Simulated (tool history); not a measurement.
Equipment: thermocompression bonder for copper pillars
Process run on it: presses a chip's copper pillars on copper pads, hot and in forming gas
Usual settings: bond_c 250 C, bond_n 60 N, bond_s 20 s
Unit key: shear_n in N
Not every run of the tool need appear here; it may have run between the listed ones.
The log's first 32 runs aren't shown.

{"run": 33, "hour": 790.5, "bond_c": 227, "bond_n": 60, "bond_s": 20, "shear_n": 38.2}
{"run": 34, "hour": 811.8, "bond_c": 227, "bond_n": 60, "bond_s": 20, "shear_n": 37.5}
{"run": 35, "hour": 837.6, "bond_c": 229, "bond_n": 75, "bond_s": 29, "shear_n": 55.2}
{"run": 36, "hour": 865.0, "bond_c": 250, "bond_n": 52, "bond_s": 20, "shear_n": 44.2}
{"run": 37, "hour": 879.4, "bond_c": 250, "bond_n": 59, "bond_s": 20, "shear_n": 48.9}
{"run": 38, "hour": 910.3, "bond_c": 224, "bond_n": 36, "bond_s": 20, "shear_n": 22.4}
{"run": 39, "hour": 930.2, "bond_c": 262, "bond_n": 36, "bond_s": 16, "shear_n": 33.3}
{"hour": 946.5, "done": "forming gas filter changed"}
{"run": 40, "hour": 956.9, "bond_c": 243, "bond_n": 70, "bond_s": 17, "shear_n": 52.6}

Here are 4 independent what-if runs from the current tool condition. What would each one return?
{"run": "A", "hour": 979.8, "bond_c": 243, "bond_n": 45, "bond_s": 17, "shear_n": "?"}
{"run": "B", "hour": 979.8, "bond_c": 250, "bond_n": 36, "bond_s": 11, "shear_n": "?"}
{"run": "C", "hour": 979.8, "bond_c": 250, "bond_n": 60, "bond_s": 14, "shear_n": "?"}
{"run": "D", "hour": 979.8, "bond_c": 279, "bond_n": 67, "bond_s": 35, "shear_n": "?"}

run=A shear_n=36.5
run=B shear_n=27.1
run=C shear_n=47.1
run=D shear_n=90.0
Stripped of hidden state, with their random variation kept, the same runs would have yielded:
run=A shear_n=35.4
run=B shear_n=26.3
run=C shear_n=46.0
run=D shear_n=89.4
